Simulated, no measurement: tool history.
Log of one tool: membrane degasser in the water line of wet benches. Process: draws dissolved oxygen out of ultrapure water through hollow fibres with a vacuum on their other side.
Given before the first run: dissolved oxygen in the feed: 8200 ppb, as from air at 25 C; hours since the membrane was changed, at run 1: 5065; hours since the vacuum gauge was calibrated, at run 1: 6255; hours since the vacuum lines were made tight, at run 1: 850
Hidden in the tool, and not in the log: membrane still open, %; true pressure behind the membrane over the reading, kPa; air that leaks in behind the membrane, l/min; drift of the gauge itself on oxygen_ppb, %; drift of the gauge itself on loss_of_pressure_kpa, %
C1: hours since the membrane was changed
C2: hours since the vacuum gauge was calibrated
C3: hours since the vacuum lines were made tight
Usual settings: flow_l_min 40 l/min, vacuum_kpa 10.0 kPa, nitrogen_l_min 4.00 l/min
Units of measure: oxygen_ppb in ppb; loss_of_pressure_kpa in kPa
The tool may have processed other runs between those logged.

run 1 hour=0.0 | flow_l_min=40 vacuum_kpa=10.0 nitrogen_l_min=4.00 | C1=5065 C2=6255 C3=850 | oxygen_ppb=177.8 loss_of_pressure_kpa=49.92
run 2 hour=124.4 | flow_l_min=40 vacuum_kpa=10.0 nitrogen_l_min=1.69 | C1=5189 C2=6379 C3=974 | oxygen_ppb=364.9 loss_of_pressure_kpa=49.47
-- hour=219.2 vacuum gauge calibrated
run 3 hour=259.3 | flow_l_min=40 vacuum_kpa=10.0 nitrogen_l_min=1.69 | C1=5324 C2=40 C3=1109 | oxygen_ppb=372.5 loss_of_pressure_kpa=49.48
run 4 hour=347.5 | flow_l_min=40 vacuum_kpa=10.0 nitrogen_l_min=1.69 | C1=5412 C2=128 C3=1197 | oxygen_ppb=371.8 loss_of_pressure_kpa=50.02
run 5 hour=482.4 | flow_l_min=40 vacuum_kpa=10.0 nitrogen_l_min=7.60 | C1=5547 C2=263 C3=1332 | oxygen_ppb=105.0 loss_of_pressure_kpa=49.88
run 6 hour=644.1 | flow_l_min=40 vacuum_kpa=10.0 nitrogen_l_min=7.60 | C1=5709 C2=425 C3=1494 | oxygen_ppb=105.1 loss_of_pressure_kpa=49.89
run 7 hour=757.0 | flow_l_min=40 vacuum_kpa=10.0 nitrogen_l_min=7.60 | C1=5822 C2=538 C3=1607 | oxygen_ppb=104.3 loss_of_pressure_kpa=50.16
run 8 hour=966.7 | flow_l_min=34 vacuum_kpa=10.0 nitrogen_l_min=4.00 | C1=6031 C2=747 C3=1816 | oxygen_ppb=150.5 loss_of_pressure_kpa=42.43
run 9 hour=1181.7 | flow_l_min=40 vacuum_kpa=10.0 nitrogen_l_min=3.49 | C1=6246 C2=963 C3=2031 | oxygen_ppb=201.6 loss_of_pressure_kpa=49.70
run 10 hour=1269.4 | flow_l_min=40 vacuum_kpa=10.0 nitrogen_l_min=3.49 | C1=6334 C2=1050 C3=2119 | oxygen_ppb=205.4 loss_of_pressure_kpa=50.11
run 11 hour=1393.1 | flow_l_min=40 vacuum_kpa=10.0 nitrogen_l_min=2.48 | C1=6458 C2=1174 C3=2243 | oxygen_ppb=273.1 loss_of_pressure_kpa=50.18
-- hour=1409.4 vacuum gauge calibrated, once more
run 12 hour=1542.6 | flow_l_min=40 vacuum_kpa=10.0 nitrogen_l_min=2.48 | C1=6607 C2=133 C3=2392 | oxygen_ppb=257.3 loss_of_pressure_kpa=50.25
run 13 hour=1688.7 | flow_l_min=58 vacuum_kpa=10.0 nitrogen_l_min=4.00 | C1=6753 C2=279 C3=2538 | oxygen_ppb=280.9 loss_of_pressure_kpa=72.87
run 14 hour=1871.4 | flow_l_min=40 vacuum_kpa=10.0 nitrogen_l_min=4.00 | C1=6935 C2=462 C3=2720 | oxygen_ppb=172.9 loss_of_pressure_kpa=49.96
run 15 hour=2045.1 | flow_l_min=43 vacuum_kpa=10.0 nitrogen_l_min=4.00 | C1=7109 C2=636 C3=2894 | oxygen_ppb=190.2 loss_of_pressure_kpa=54.58
run 16 hour=2137.1 | flow_l_min=43 vacuum_kpa=10.4 nitrogen_l_min=3.17 | C1=7201 C2=728 C3=2986 | oxygen_ppb=243.1 loss_of_pressure_kpa=54.16
run 17 hour=2310.3 | flow_l_min=45 vacuum_kpa=11.8 nitrogen_l_min=4.00 | C1=7374 C2=901 C3=3159 | oxygen_ppb=247.7 loss_of_pressure_kpa=57.09

Expected results for the next run?
run 18 hour=2513.2 | flow_l_min=56 vacuum_kpa=10.0 nitrogen_l_min=3.98 | C1=7577 C2=1104 C3=3362 | oxygen_ppb=? loss_of_pressure_kpa=?

{"run 18": {"oxygen_ppb": 268.9, "loss_of_pressure_kpa": 71.25}}
If the tool had no hidden condition, the same run with the same run-to-run variation would have returned oxygen_ppb 252.0 ppb, loss_of_pressure_kpa 67.06 kPa.
